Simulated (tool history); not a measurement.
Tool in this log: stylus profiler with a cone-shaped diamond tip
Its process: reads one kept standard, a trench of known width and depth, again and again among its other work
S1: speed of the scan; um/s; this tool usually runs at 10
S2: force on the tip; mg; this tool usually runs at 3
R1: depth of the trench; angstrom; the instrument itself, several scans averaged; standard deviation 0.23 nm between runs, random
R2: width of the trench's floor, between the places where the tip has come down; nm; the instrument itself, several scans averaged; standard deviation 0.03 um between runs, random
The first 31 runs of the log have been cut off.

{"run": 32, "hour": 362.1, "S1": 20, "S2": 4.96, "R1": 10148.7, "R2": 23210}
{"run": 33, "hour": 378.0, "S1": 20, "S2": 4.96, "R1": 10148.7, "R2": 23180}
{"run": 34, "hour": 392.8, "S1": 20, "S2": 4.96, "R1": 10153.3, "R2": 23140}
{"run": 35, "hour": 406.9, "S1": 26, "S2": 2.67, "R1": 10106.2, "R2": 23100}
{"run": 36, "hour": 422.4, "S1": 26, "S2": 2.67, "R1": 10102.3, "R2": 23040}
{"run": 37, "hour": 435.2, "S1": 2, "S2": 3.65, "R1": 10122.7, "R2": 23200}
{"run": 38, "hour": 449.7, "S1": 11, "S2": 1.86, "R1": 10087, "R2": 23100}
{"run": 39, "hour": 457.8, "S1": 11, "S2": 1.86, "R1": 10088.2, "R2": 23080}

Run 40 has not been measured yet. What should we expect?
{"run": 40, "hour": 467.5, "S1": 11, "S2": 1.86, "R1": "?", "R2": "?"}

R1: 10085 angstrom
R2: 23040 nm
Minus the tool's unlogged condition, the same run would have read R1 10073.6 angstrom, R2 23890 nm.
